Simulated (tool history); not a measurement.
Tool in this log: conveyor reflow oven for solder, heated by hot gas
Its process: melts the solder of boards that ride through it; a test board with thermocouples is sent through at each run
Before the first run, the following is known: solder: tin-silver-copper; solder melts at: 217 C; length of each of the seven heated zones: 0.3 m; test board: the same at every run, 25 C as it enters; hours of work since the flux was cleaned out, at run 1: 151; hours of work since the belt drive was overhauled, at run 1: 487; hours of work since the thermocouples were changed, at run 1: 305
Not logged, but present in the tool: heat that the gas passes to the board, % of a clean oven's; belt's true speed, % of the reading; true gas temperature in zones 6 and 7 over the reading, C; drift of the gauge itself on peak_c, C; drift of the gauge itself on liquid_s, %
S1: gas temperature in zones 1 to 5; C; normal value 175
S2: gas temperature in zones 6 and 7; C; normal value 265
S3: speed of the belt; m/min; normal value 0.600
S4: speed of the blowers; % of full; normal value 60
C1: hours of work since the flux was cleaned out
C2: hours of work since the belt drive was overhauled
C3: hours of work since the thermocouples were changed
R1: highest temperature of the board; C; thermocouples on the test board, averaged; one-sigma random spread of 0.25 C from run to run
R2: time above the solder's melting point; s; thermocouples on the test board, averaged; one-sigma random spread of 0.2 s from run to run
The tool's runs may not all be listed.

| run | hour | S1 | S2 | S3 | S4 | C1 | C2 | C3 | R1 | R2 |
|---|---|---|---|---|---|---|---|---|---|---|
| 1 | 0.0 | 175 | 265 | 0.600 | 60 | 151 | 487 | 305 | 243.7 | 38.9 |
| 2 | 19.7 | 175 | 276 | 0.600 | 60 | 162 | 498 | 316 | 252.4 | 44.6 |
| 3 | 43.7 | 175 | 276 | 0.600 | 60 | 175 | 511 | 329 | 251.9 | 44.3 |
| 4 | 84.0 | 175 | 276 | 0.600 | 60 | 198 | 534 | 352 | 252.1 | 44.3 |
| 5 | 119.5 | 175 | 276 | 0.600 | 60 | 218 | 554 | 372 | 251.6 | 44.4 |
| 6 | 152.6 | 175 | 276 | 0.600 | 60 | 236 | 572 | 390 | 251.7 | 43.8 |
| 7 | 192.0 | 175 | 265 | 0.675 | 60 | 258 | 594 | 412 | 238.2 | 29.0 |
| 8 | 235.4 | 175 | 265 | 0.675 | 60 | 282 | 618 | 436 | 237.9 | 29.2 |
| 9 | 256.1 | 175 | 265 | 0.600 | 60 | 294 | 630 | 448 | 242.8 | 37.9 |
| 10 | 291.5 | 162 | 265 | 0.600 | 60 | 314 | 650 | 468 | 239.1 | 31.9 |
| 11 | 319.2 | 162 | 265 | 0.600 | 60 | 329 | 665 | 483 | 239.4 | 31.6 |
| 12 | 352.0 | 175 | 265 | 0.600 | 60 | 347 | 683 | 501 | 242.2 | 37.7 |
| 13 | 387.2 | 175 | 265 | 0.600 | 60 | 367 | 703 | 521 | 241.8 | 37.6 |
|  | 430.4 | flux residue cleaned out of gas plates and filters |
| 14 | 434.0 | 175 | 265 | 0.600 | 60 | 2 | 726 | 544 | 244.0 | 39.4 |
| 15 | 460.7 | 175 | 265 | 0.600 | 59 | 17 | 741 | 559 | 243.5 | 38.6 |
| 16 | 498.7 | 175 | 265 | 0.600 | 59 | 38 | 763 | 581 | 242.7 | 39.0 |
| 17 | 524.0 | 176 | 278 | 0.536 | 56 | 52 | 777 | 595 | 256.7 | 53.7 |
| 18 | 567.1 | 185 | 265 | 0.600 | 60 | 76 | 801 | 619 | 245.4 | 44.0 |
| 19 | 606.6 | 185 | 265 | 0.600 | 60 | 98 | 823 | 641 | 245.1 | 43.3 |
| 20 | 647.0 | 169 | 255 | 0.621 | 78 | 121 | 845 | 663 | 236.6 | 31.5 |
| 21 | 680.8 | 169 | 255 | 0.621 | 78 | 140 | 864 | 682 | 236.3 | 32.0 |
| 22 | 703.3 | 169 | 255 | 0.621 | 78 | 152 | 877 | 695 | 236.8 | 31.6 |
| 23 | 727.3 | 165 | 267 | 0.621 | 52 | 166 | 890 | 708 | 237.6 | 29.2 |
| 24 | 746.3 | 182 | 267 | 0.600 | 60 | 176 | 901 | 719 | 245.5 | 42.8 |
| 25 | 779.7 | 182 | 267 | 0.600 | 60 | 195 | 919 | 737 | 245.7 | 42.8 |
| 26 | 821.5 | 168 | 256 | 0.600 | 86 | 218 | 943 | 761 | 239.3 | 35.3 |
| 27 | 860.6 | 189 | 255 | 0.612 | 54 | 240 | 965 | 783 | 235.2 | 34.8 |
| 28 | 891.4 | 166 | 255 | 0.612 | 64 | 257 | 982 | 800 | 232.1 | 26.5 |
| 29 | 919.2 | 175 | 264 | 0.694 | 60 | 273 | 997 | 815 | 235.7 | 26.2 |
| 30 | 963.4 | 175 | 264 | 0.694 | 60 | 298 | 1022 | 840 | 235.6 | 26.5 |
| 31 | 984.7 | 175 | 267 | 0.600 | 76 | 309 | 1034 | 852 | 247.2 | 42.8 |
| 32 | 1026.2 | 175 | 267 | 0.600 | 76 | 333 | 1057 | 875 | 247.2 | 42.6 |

Per-run results on a tool with no hidden state, each run keeping its own random variation:
| run | R1 | R2 |
|---|---|---|
| 1 | 245.4 | 39.8 |
| 2 | 254.2 | 45.3 |
| 3 | 253.8 | 45.0 |
| 4 | 254.1 | 45.0 |
| 5 | 253.7 | 45.3 |
| 6 | 254.0 | 44.7 |
| 7 | 240.6 | 30.8 |
| 8 | 240.4 | 31.1 |
| 9 | 245.3 | 39.6 |
| 10 | 241.9 | 34.1 |
| 11 | 242.3 | 33.8 |
| 12 | 245.1 | 39.6 |
| 13 | 244.8 | 39.6 |
| 14 | 245.4 | 39.8 |
| 15 | 245.0 | 39.0 |
| 16 | 244.3 | 39.6 |
| 17 | 258.5 | 53.8 |
| 18 | 247.3 | 44.5 |
| 19 | 247.1 | 44.0 |
| 20 | 239.0 | 32.9 |
| 21 | 238.7 | 33.6 |
| 22 | 239.4 | 33.3 |
| 23 | 239.9 | 30.7 |
| 24 | 248.0 | 43.7 |
| 25 | 248.3 | 43.8 |
| 26 | 242.4 | 37.2 |
| 27 | 237.9 | 36.8 |
| 28 | 235.2 | 29.3 |
| 29 | 238.7 | 28.3 |
| 30 | 238.8 | 28.8 |
| 31 | 250.8 | 44.3 |
| 32 | 251.0 | 44.2 |
